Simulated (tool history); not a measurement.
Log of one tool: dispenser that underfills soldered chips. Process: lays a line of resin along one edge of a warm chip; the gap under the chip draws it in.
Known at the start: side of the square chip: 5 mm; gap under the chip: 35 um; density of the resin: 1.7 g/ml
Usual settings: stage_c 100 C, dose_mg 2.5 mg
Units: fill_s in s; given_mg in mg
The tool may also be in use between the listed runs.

Run 1, hour 0: usual settings. Result: fill_s 14.8 s, given_mg 2.37 mg.
At hour 9.4: new syringe of resin.
Run 2, hour 12.6: usual settings. Result: fill_s 16.9 s, given_mg 2.34 mg.
At hour 18.8: new syringe of resin.
Run 3, hour 22.7: usual settings. Result: fill_s 17 s, given_mg 2.33 mg.
At hour 28.4: new syringe of resin.
Run 4, hour 30.7: usual settings. Result: fill_s 15.4 s, given_mg 2.34 mg.
Run 5, hour 36.6: usual settings. Result: fill_s 18.7 s, given_mg 2.34 mg.
At hour 37.7: new syringe of resin.
At hour 47.2: new syringe of resin.
Run 6, hour 48.3: usual settings. Result: fill_s 16 s, given_mg 2.31 mg.
At hour 56.8: new syringe of resin.
Run 7, hour 62.8: usual settings. Result: fill_s 17.4 s, given_mg 2.31 mg.
At hour 66.1: new syringe of resin.
At hour 73.9: dispensing valve cleaned and set on the balance.
Run 8, hour 73.9: usual settings. Result: fill_s 18.6 s, given_mg 2.5 mg.
At hour 76.6: new syringe of resin.
Run 9, hour 81.8: usual settings. Result: fill_s 17.3 s, given_mg 2.54 mg.
At hour 86.7: new syringe of resin.
Run 10, hour 94: usual settings. Result: fill_s 17.8 s, given_mg 2.47 mg.
At hour 96.5: new syringe of resin.
At hour 105.8: new syringe of resin.
Run 11, hour 105.8: usual settings. Result: fill_s 14.8 s, given_mg 2.52 mg.
Run 12, hour 114: usual settings but stage_c 101 C. Result: fill_s 19.2 s, given_mg 2.46 mg.
At hour 115.9: new syringe of resin.
At hour 125.4: new syringe of resin.
Run 13, hour 128.6: usual settings. Result: fill_s 16.5 s, given_mg 2.44 mg.
At hour 134.8: new syringe of resin.
Run 14, hour 137.6: usual settings. Result: fill_s 16.1 s, given_mg 2.45 mg.
At hour 144: new syringe of resin.
Run 15, hour 146.7: usual settings. Result: fill_s 15.9 s, given_mg 2.41 mg.
At hour 154: new syringe of resin.
Run 16, hour 158.3: usual settings but dose_mg 2.63 mg. Result: fill_s 17.4 s, given_mg 2.56 mg.
At hour 163.7: new syringe of resin.
Run 17, hour 167.2: usual settings but dose_mg 2.63 mg. Result: fill_s 16.6 s, given_mg 2.59 mg.
At hour 173.6: new syringe of resin.
Run 18, hour 177.3: usual settings but dose_mg 2.63 mg. Result: fill_s 16 s, given_mg 2.51 mg.
At hour 183.6: new syringe of resin.
Run 19, hour 184.2: usual settings but dose_mg 2.63 mg. Result: fill_s 15 s, given_mg 2.53 mg.
At hour 193.3: new syringe of resin.
Run 20, hour 195.2: usual settings but stage_c 109 C, dose_mg 2.93 mg. Result: fill_s 11.1 s, given_mg 2.83 mg.
At hour 202.8: new syringe of resin.
Run 21, hour 203.5: usual settings but stage_c 109 C, dose_mg 3.08 mg. Result: fill_s 11.6 s, given_mg 2.91 mg.
At hour 212.5: new syringe of resin.
Run 22, hour 213.6: usual settings but dose_mg 2.77 mg. Result: fill_s 14.9 s, given_mg 2.66 mg.
Run 23, hour 220.9: usual settings but stage_c 105 C, dose_mg 2.69 mg. Result: fill_s 15.5 s, given_mg 2.55 mg.
At hour 222.1: new syringe of resin.
Run 24, hour 228.1: usual settings but stage_c 105 C, dose_mg 2.69 mg. Result: fill_s 15 s, given_mg 2.52 mg.
At hour 232: new syringe of resin.
Run 25, hour 234.5: usual settings but stage_c 105 C, dose_mg 2.69 mg. Result: fill_s 13.8 s, given_mg 2.53 mg.
At hour 241.5: new syringe of resin.
Run 26, hour 249.4: usual settings but stage_c 87 C, dose_mg 2.77 mg. Result: fill_s 27.9 s, given_mg 2.56 mg.
At hour 251: new syringe of resin.
Run 27, hour 256.4: usual settings but stage_c 87 C, dose_mg 2.77 mg. Result: fill_s 26.1 s, given_mg 2.57 mg.
At hour 260.7: new syringe of resin.
Run 28, hour 263.9: usual settings but stage_c 96 C, dose_mg 2.84 mg. Result: fill_s 18 s, given_mg 2.62 mg.
At hour 268.7: dispensing valve cleaned and set on the balance.
At hour 270.9: new syringe of resin.
Run 29, hour 273.8: usual settings but stage_c 98 C, dose_mg 3.05 mg. Result: fill_s 16.7 s, given_mg 3.05 mg.
At hour 280.8: new syringe of resin.
Run 30, hour 287.3: usual settings but stage_c 98 C, dose_mg 3.05 mg. Result: fill_s 19.1 s, given_mg 3.03 mg.
At hour 290.5: new syringe of resin.
Run 31, hour 297.6: usual settings but stage_c 92 C, dose_mg 3.14 mg. Result: fill_s 23.2 s, given_mg 3.07 mg.
At hour 300.5: new syringe of resin.
Run 32, hour 307.4: usual settings but stage_c 92 C, dose_mg 3.14 mg. Result: fill_s 22.6 s, given_mg 3.07 mg.
At hour 310.3: new syringe of resin.
Run 33, hour 313.8: usual settings but stage_c 92 C, dose_mg 3.14 mg. Result: fill_s 21.2 s, given_mg 3.04 mg.
At hour 320.4: new syringe of resin.
Run 34, hour 323.2: usual settings but stage_c 101 C, dose_mg 2.51 mg. Result: fill_s 15.4 s, given_mg 2.45 mg.

4 ways to go on from here, each from the tool as it stands after run 34. What would each give?
At hour 330.2: new syringe of resin.
Run A, hour 335.5: usual settings but stage_c 102 C, dose_mg 2.51 mg. Result: fill_s ?, given_mg ?.
At hour 330.2: new syringe of resin.
Run B, hour 335.5: usual settings but stage_c 93 C, dose_mg 2.89 mg. Result: fill_s ?, given_mg ?.
At hour 330.2: new syringe of resin.
Run C, hour 335.5: usual settings but stage_c 102 C, dose_mg 2.14 mg. Result: fill_s ?, given_mg ?.
At hour 330.2: new syringe of resin.
Run D, hour 335.5: usual settings but stage_c 101 C, dose_mg 2.39 mg. Result: fill_s ?, given_mg ?.

run  fill_s  given_mg
  A    15.8      2.45
  B    20.5      2.79
  C      16      2.07
  D    16.3      2.28
Without the tool's hidden state the same runs would have given:
run  fill_s  given_mg
  A    14.3      2.52
  B    18.6      2.87
  C    14.5      2.13
  D    14.8      2.34

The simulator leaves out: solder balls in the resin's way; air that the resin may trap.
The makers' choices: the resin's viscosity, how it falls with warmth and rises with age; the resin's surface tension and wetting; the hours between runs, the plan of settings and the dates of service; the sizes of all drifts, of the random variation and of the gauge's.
